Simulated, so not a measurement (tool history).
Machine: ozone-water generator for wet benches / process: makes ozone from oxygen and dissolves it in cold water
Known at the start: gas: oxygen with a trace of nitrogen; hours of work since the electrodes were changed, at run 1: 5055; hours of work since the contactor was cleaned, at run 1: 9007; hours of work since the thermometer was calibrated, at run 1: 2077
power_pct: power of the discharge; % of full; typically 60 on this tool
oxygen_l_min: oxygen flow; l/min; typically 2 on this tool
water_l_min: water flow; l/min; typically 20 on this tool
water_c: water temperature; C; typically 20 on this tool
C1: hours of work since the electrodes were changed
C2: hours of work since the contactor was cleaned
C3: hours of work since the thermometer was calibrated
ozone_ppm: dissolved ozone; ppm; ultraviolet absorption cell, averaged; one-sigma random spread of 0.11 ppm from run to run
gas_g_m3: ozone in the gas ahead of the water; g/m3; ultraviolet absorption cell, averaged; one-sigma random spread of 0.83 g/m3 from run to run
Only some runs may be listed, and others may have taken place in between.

run 1 hour=0 | power_pct=60 oxygen_l_min=2 water_l_min=20 water_c=20 | C1=5055 C2=9007 C3=2077 | ozone_ppm=7.4 gas_g_m3=122.4
run 2 hour=218.1 | power_pct=60 oxygen_l_min=2 water_l_min=20 water_c=20 | C1=5231 C2=9183 C3=2253 | ozone_ppm=7.3 gas_g_m3=123.7
run 3 hour=394.3 | power_pct=60 oxygen_l_min=2 water_l_min=20 water_c=20 | C1=5373 C2=9325 C3=2395 | ozone_ppm=7.3 gas_g_m3=121.6
run 4 hour=611.6 | power_pct=60 oxygen_l_min=1.61 water_l_min=20 water_c=20 | C1=5548 C2=9500 C3=2570 | ozone_ppm=6.7 gas_g_m3=134.5
run 5 hour=709.3 | power_pct=60 oxygen_l_min=2 water_l_min=20 water_c=20 | C1=5627 C2=9579 C3=2649 | ozone_ppm=7.4 gas_g_m3=123
run 6 hour=836.4 | power_pct=60 oxygen_l_min=2 water_l_min=20 water_c=20 | C1=5729 C2=9682 C3=2751 | ozone_ppm=7.4 gas_g_m3=122.1
run 7 hour=950.2 | power_pct=60 oxygen_l_min=2 water_l_min=20 water_c=20 | C1=5821 C2=9773 C3=2843 | ozone_ppm=7.3 gas_g_m3=123.3
run 8 hour=1079.7 | power_pct=60 oxygen_l_min=2 water_l_min=20 water_c=20 | C1=5926 C2=9878 C3=2947 | ozone_ppm=7.4 gas_g_m3=122
run 9 hour=1185.6 | power_pct=60 oxygen_l_min=2 water_l_min=20 water_c=20 | C1=6011 C2=9963 C3=3033 | ozone_ppm=7.2 gas_g_m3=121.8
run 10 hour=1355.8 | power_pct=60 oxygen_l_min=2 water_l_min=20 water_c=20 | C1=6148 C2=10101 C3=3170 | ozone_ppm=7.1 gas_g_m3=120.1
-- hour=1371.4 contactor cleaned
run 11 hour=1476.4 | power_pct=60 oxygen_l_min=2 water_l_min=20 water_c=20 | C1=6242 C2=85 C3=3264 | ozone_ppm=7.5 gas_g_m3=120.5
run 12 hour=1583.3 | power_pct=60 oxygen_l_min=2 water_l_min=20 water_c=20 | C1=6329 C2=171 C3=3350 | ozone_ppm=7.4 gas_g_m3=121.1
run 13 hour=1792.6 | power_pct=60 oxygen_l_min=2 water_l_min=20 water_c=19 | C1=6497 C2=340 C3=3519 | ozone_ppm=7.7 gas_g_m3=120.9
run 14 hour=1991.3 | power_pct=60 oxygen_l_min=2 water_l_min=20 water_c=19 | C1=6658 C2=500 C3=3679 | ozone_ppm=7.4 gas_g_m3=120.5
run 15 hour=2106.6 | power_pct=60 oxygen_l_min=2 water_l_min=20 water_c=19 | C1=6751 C2=593 C3=3772 | ozone_ppm=7.6 gas_g_m3=119.5
run 16 hour=2325.4 | power_pct=60 oxygen_l_min=2 water_l_min=20 water_c=20 | C1=6927 C2=769 C3=3949 | ozone_ppm=7.2 gas_g_m3=122.3
run 17 hour=2463.5 | power_pct=59 oxygen_l_min=1.12 water_l_min=30 water_c=16 | C1=7038 C2=881 C3=4060 | ozone_ppm=3.9 gas_g_m3=148.5
run 18 hour=2683.8 | power_pct=59 oxygen_l_min=1.12 water_l_min=30 water_c=16 | C1=7216 C2=1058 C3=4238 | ozone_ppm=3.9 gas_g_m3=147.4
run 19 hour=2793.9 | power_pct=60 oxygen_l_min=1.03 water_l_min=20 water_c=16 | C1=7305 C2=1147 C3=4327 | ozone_ppm=5.5 gas_g_m3=152.9
run 20 hour=2914.8 | power_pct=89 oxygen_l_min=2.1 water_l_min=21 water_c=18 | C1=7402 C2=1245 C3=4424 | ozone_ppm=9.6 gas_g_m3=156.9
run 21 hour=3107.9 | power_pct=60 oxygen_l_min=2.61 water_l_min=20 water_c=20 | C1=7558 C2=1400 C3=4580 | ozone_ppm=8 gas_g_m3=108.7
run 22 hour=3298 | power_pct=96 oxygen_l_min=2.72 water_l_min=13 water_c=13 | C1=7711 C2=1554 C3=4733 | ozone_ppm=17.4 gas_g_m3=149.3
run 23 hour=3410.4 | power_pct=74 oxygen_l_min=1.9 water_l_min=20 water_c=20 | C1=7802 C2=1644 C3=4824 | ozone_ppm=8.3 gas_g_m3=140.4
run 24 hour=3618.4 | power_pct=95 oxygen_l_min=1.43 water_l_min=16 water_c=20 | C1=7970 C2=1812 C3=4991 | ozone_ppm=10.7 gas_g_m3=187.7
run 25 hour=3803.4 | power_pct=52 oxygen_l_min=3.37 water_l_min=20 water_c=20 | C1=8119 C2=1961 C3=5141 | ozone_ppm=7.7 gas_g_m3=87.3
run 26 hour=3986 | power_pct=52 oxygen_l_min=3.37 water_l_min=20 water_c=20 | C1=8266 C2=2108 C3=5288 | ozone_ppm=7.7 gas_g_m3=86.2
run 27 hour=4166.7 | power_pct=95 oxygen_l_min=3.41 water_l_min=25 water_c=16 | C1=8412 C2=2254 C3=5434 | ozone_ppm=10.1 gas_g_m3=133.5
-- hour=4253 water thermometer calibrated
run 28 hour=4326.5 | power_pct=60 oxygen_l_min=2 water_l_min=22 water_c=20 | C1=8540 C2=2383 C3=59 | ozone_ppm=6.5 gas_g_m3=117.7
run 29 hour=4537.3 | power_pct=76 oxygen_l_min=2.16 water_l_min=20 water_c=20 | C1=8710 C2=2553 C3=229 | ozone_ppm=8.7 gas_g_m3=134.6
run 30 hour=4759.9 | power_pct=60 oxygen_l_min=1.62 water_l_min=14 water_c=20 | C1=8890 C2=2732 C3=409 | ozone_ppm=9 gas_g_m3=126.2
run 31 hour=4883 | power_pct=60 oxygen_l_min=1.32 water_l_min=29 water_c=21 | C1=8989 C2=2831 C3=508 | ozone_ppm=4 gas_g_m3=137.9

Difference, measured minus no-hidden-state, one row per run. Run-to-run variation is common to both terms; the gauge's own scatter need not be:
Hidden state present: yield of the discharge, % of new electrodes'; contactor's efficiency, % of a clean one's; true water temperature over the reading, C; drift of the gauge itself on ozone_ppm, %; drift of the gauge itself on gas_g_m3, %.
run=1 ozone_ppm=-0.7 gas_g_m3=-8
run=2 ozone_ppm=-0.8 gas_g_m3=-8.4
run=3 ozone_ppm=-0.8 gas_g_m3=-8.5
run=4 ozone_ppm=-0.8 gas_g_m3=-9.8
run=5 ozone_ppm=-0.8 gas_g_m3=-9.1
run=6 ozone_ppm=-0.8 gas_g_m3=-9.3
run=7 ozone_ppm=-0.9 gas_g_m3=-9.4
run=8 ozone_ppm=-0.9 gas_g_m3=-9.6
run=9 ozone_ppm=-0.9 gas_g_m3=-9.6
run=10 ozone_ppm=-0.9 gas_g_m3=-9.8
run=11 ozone_ppm=-0.6 gas_g_m3=-10
run=12 ozone_ppm=-0.6 gas_g_m3=-10
run=13 ozone_ppm=-0.7 gas_g_m3=-10.4
run=14 ozone_ppm=-0.7 gas_g_m3=-10.8
run=15 ozone_ppm=-0.7 gas_g_m3=-10.8
run=16 ozone_ppm=-0.7 gas_g_m3=-11.3
run=17 ozone_ppm=-0.4 gas_g_m3=-13.8
run=18 ozone_ppm=-0.4 gas_g_m3=-14.2
run=19 ozone_ppm=-0.6 gas_g_m3=-15.3
run=20 ozone_ppm=-1.5 gas_g_m3=-21.6
run=21 ozone_ppm=-0.9 gas_g_m3=-11.2
run=22 ozone_ppm=-2.8 gas_g_m3=-22.9
run=23 ozone_ppm=-1.2 gas_g_m3=-18
run=24 ozone_ppm=-1.9 gas_g_m3=-29.4
run=25 ozone_ppm=-0.8 gas_g_m3=-8.5
run=26 ozone_ppm=-0.9 gas_g_m3=-8.5
run=27 ozone_ppm=-1.9 gas_g_m3=-22.4
run=28 ozone_ppm=-0.8 gas_g_m3=-14.1
run=29 ozone_ppm=-1.4 gas_g_m3=-20
run=30 ozone_ppm=-1.2 gas_g_m3=-15.7
run=31 ozone_ppm=-0.6 gas_g_m3=-17.4
